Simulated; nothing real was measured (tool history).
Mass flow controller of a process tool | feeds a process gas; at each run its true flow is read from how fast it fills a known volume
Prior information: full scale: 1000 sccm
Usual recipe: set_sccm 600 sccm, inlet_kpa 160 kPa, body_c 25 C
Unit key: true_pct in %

run,hour,set_sccm,inlet_kpa,body_c,true_pct
1,0,600,160,25,99.65
2,44.8,600,160,28,99.89
3,81.2,600,160,25,99.7
4,125.1,335,160,25,99.36
5,207,335,160,29,99.73
6,274.1,335,274,29,99.62
7,322.1,335,274,29,99.6
8,395.9,600,160,23,99.4
9,433.2,600,160,23,99.49
10,484.9,683,160,25,99.62
11,558,683,160,25,99.56
12,600.9,600,160,33,100.1
13,683,186,151,34,99.94
14,728,186,151,34,100
15,798.2,186,151,34,99.95
16,831.6,115,268,31,99.6
17,874.3,145,169,23,99.31
# hour 881.6: controller's zero set anew
18,908.6,106,160,25,99.92
19,958.4,174,144,39,100.6
20,1019.7,118,149,26,99.95
21,1054,106,214,23,99.7
# hour 1059.1: controller's zero set anew, once more
22,1103.9,106,214,23,98.85
23,1169.4,106,214,23,98.86
24,1233.9,600,212,34,100

Branching from run 24: 5 alternative next runs. What would each branch give?
A,1315.5,515,261,36,?
B,1315.5,954,158,39,?
C,1315.5,407,160,25,?
D,1315.5,600,187,34,?
E,1315.5,199,160,38,?

run,true_pct
A,99.9
B,100.76
C,99.29
D,100.08
E,99.84
Without the tool's hidden state the same runs would have given:
run,true_pct
A,100.07
B,100.94
C,99.45
D,100.25
E,99.94
